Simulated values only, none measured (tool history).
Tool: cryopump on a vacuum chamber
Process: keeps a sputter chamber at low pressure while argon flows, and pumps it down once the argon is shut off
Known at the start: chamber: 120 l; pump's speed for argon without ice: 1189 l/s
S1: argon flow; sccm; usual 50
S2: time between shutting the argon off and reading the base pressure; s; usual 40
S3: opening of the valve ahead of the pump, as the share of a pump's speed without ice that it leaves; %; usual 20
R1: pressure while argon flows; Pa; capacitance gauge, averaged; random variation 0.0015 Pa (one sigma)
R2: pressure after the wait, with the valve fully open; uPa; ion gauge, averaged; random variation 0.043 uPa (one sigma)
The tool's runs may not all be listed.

run 1 hour=0.0 | S1=50 S2=40 S3=20 | R1=0.3602 R2=2.62
run 2 hour=27.0 | S1=50 S2=40 S3=45 | R1=0.1654 R2=2.55
run 3 hour=49.6 | S1=50 S2=59 S3=45 | R1=0.1638 R2=1.89
run 4 hour=73.1 | S1=50 S2=59 S3=45 | R1=0.1661 R2=1.84
run 5 hour=100.8 | S1=50 S2=40 S3=20 | R1=0.3672 R2=2.62
run 6 hour=123.2 | S1=50 S2=40 S3=32 | R1=0.2303 R2=2.60
run 7 hour=145.1 | S1=50 S2=40 S3=32 | R1=0.2293 R2=2.65
run 8 hour=174.6 | S1=50 S2=40 S3=32 | R1=0.2312 R2=2.64
run 9 hour=200.5 | S1=50 S2=40 S3=18 | R1=0.4032 R2=2.69
run 10 hour=218.2 | S1=50 S2=40 S3=18 | R1=0.4029 R2=2.70
run 11 hour=250.1 | S1=50 S2=40 S3=18 | R1=0.4052 R2=2.67
run 12 hour=268.6 | S1=50 S2=40 S3=18 | R1=0.4058 R2=2.69
run 13 hour=284.5 | S1=30 S2=21 S3=35 | R1=0.1278 R2=4.71
run 14 hour=300.0 | S1=21 S2=30 S3=20 | R1=0.1528 R2=3.45
run 15 hour=319.1 | S1=34 S2=168 S3=20 | R1=0.2477 R2=0.90
run 16 hour=348.1 | S1=34 S2=130 S3=16 | R1=0.3094 R2=1.09
run 17 hour=364.0 | S1=34 S2=130 S3=27 | R1=0.1875 R2=1.12
run 18 hour=386.1 | S1=31 S2=47 S3=18 | R1=0.2531 R2=2.42
run 19 hour=409.9 | S1=30 S2=24 S3=18 | R1=0.2446 R2=4.32
run 20 hour=440.2 | S1=30 S2=77 S3=21 | R1=0.2111 R2=1.64
run 21 hour=460.2 | S1=42 S2=40 S3=20 | R1=0.3096 R2=2.77

Forecast each of these 5 alternatives for the next run:
run A hour=487.5 | S1=22 S2=171 S3=42 | R1=? R2=?
run B hour=487.5 | S1=63 S2=70 S3=20 | R1=? R2=?
run C hour=487.5 | S1=50 S2=40 S3=34 | R1=? R2=?
run D hour=487.5 | S1=49 S2=40 S3=20 | R1=? R2=?
run E hour=487.5 | S1=50 S2=40 S3=19 | R1=? R2=?

run=A R1=0.0802 R2=0.98
run=B R1=0.4636 R2=1.71
run=C R1=0.2234 R2=2.77
run=D R1=0.3581 R2=2.70
run=E R1=0.3865 R2=2.64
Without the tool's hidden state the same runs would have given:
run=A R1=0.0744 R2=0.81
run=B R1=0.4471 R2=1.54
run=C R1=0.2102 R2=2.60
run=D R1=0.3454 R2=2.53
run=E R1=0.3734 R2=2.47
